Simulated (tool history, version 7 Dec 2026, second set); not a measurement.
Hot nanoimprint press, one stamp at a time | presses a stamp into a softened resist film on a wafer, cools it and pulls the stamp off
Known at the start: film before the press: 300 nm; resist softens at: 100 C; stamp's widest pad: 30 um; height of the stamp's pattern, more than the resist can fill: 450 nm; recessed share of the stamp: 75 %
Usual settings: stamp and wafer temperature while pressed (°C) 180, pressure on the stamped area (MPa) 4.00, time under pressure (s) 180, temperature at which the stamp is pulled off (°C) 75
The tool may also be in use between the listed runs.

run	hour	stamp and wafer temperature while pressed (°C)	pressure on the stamped area (MPa)	time under pressure (s)	temperature at which the stamp is pulled off (°C)	resist left under the stamp's widest pad (nm)	greatest force while the stamp is pulled off (N)
1	0.0	180	4.00	180	75	163.7	184
2	16.7	180	4.00	180	80	162.5	179
3	34.2	180	4.00	180	80	162.2	186
4	45.9	180	4.00	180	80	163.4	191
5	62.3	180	4.00	236	80	148.9	192
6	78.5	180	4.00	236	80	148.2	203
7	93.7	180	4.00	119	80	185.7	197
8	113.8	180	4.00	119	80	184.9	209
9	123.2	180	4.00	180	75	161.7	236
10	140.4	180	4.00	180	75	159.5	250
11	149.3	180	4.00	180	75	160.2	249
12	161.0	180	4.00	180	75	159.6	247
13	177.2	180	4.00	180	75	159.4	243
14	188.4	180	4.00	180	75	161.1	246
15	201.3	180	4.00	180	75	158.1	259
16	220.2	180	4.00	180	75	158.8	273
17	241.2	180	4.00	175	75	162.3	287
18	262.7	180	4.00	175	75	160.7	295
19	278.6	180	4.00	175	75	160.9	303
20	297.7	180	2.45	111	61	214.7	339
# hour 320.7: stamp cleaned and given a new release coat
21	322.6	180	3.17	198	61	168.1	166
22	343.0	180	3.17	198	61	167.5	167
23	354.1	180	4.87	198	70	140.6	157
24	370.7	181	4.87	198	70	135.7	161
25	390.0	181	4.87	198	70	137.8	170
26	409.6	181	4.87	118	81	164.6	165
27	426.7	181	4.87	118	81	166.1	168

The same runs without the tool's hidden state, with the same run-to-run variation:
The hidden state here: true temperature over the reading, C; pressure that arrives at the usual setting, %; grip of the stamp's worn release coat, % over a new coat's; drift of the gauge itself on residual_nm, %; drift of the gauge itself on pull_off_n, %.
run	resist left under the stamp's widest pad (nm)	greatest force while the stamp is pulled off (N)
1	164.0	142
2	163.0	134
3	162.9	135
4	164.3	135
5	150.0	131
6	149.5	135
7	187.3	127
8	186.6	130
9	163.6	145
10	161.6	149
11	162.4	146
12	162.0	142
13	162.1	136
14	163.9	135
15	161.1	138
16	162.1	143
17	165.9	145
18	164.6	144
19	165.1	145
20	219.3	157
21	173.2	167
22	172.8	160
23	145.1	148
24	140.3	146
25	142.6	148
26	170.0	138
27	171.7	136
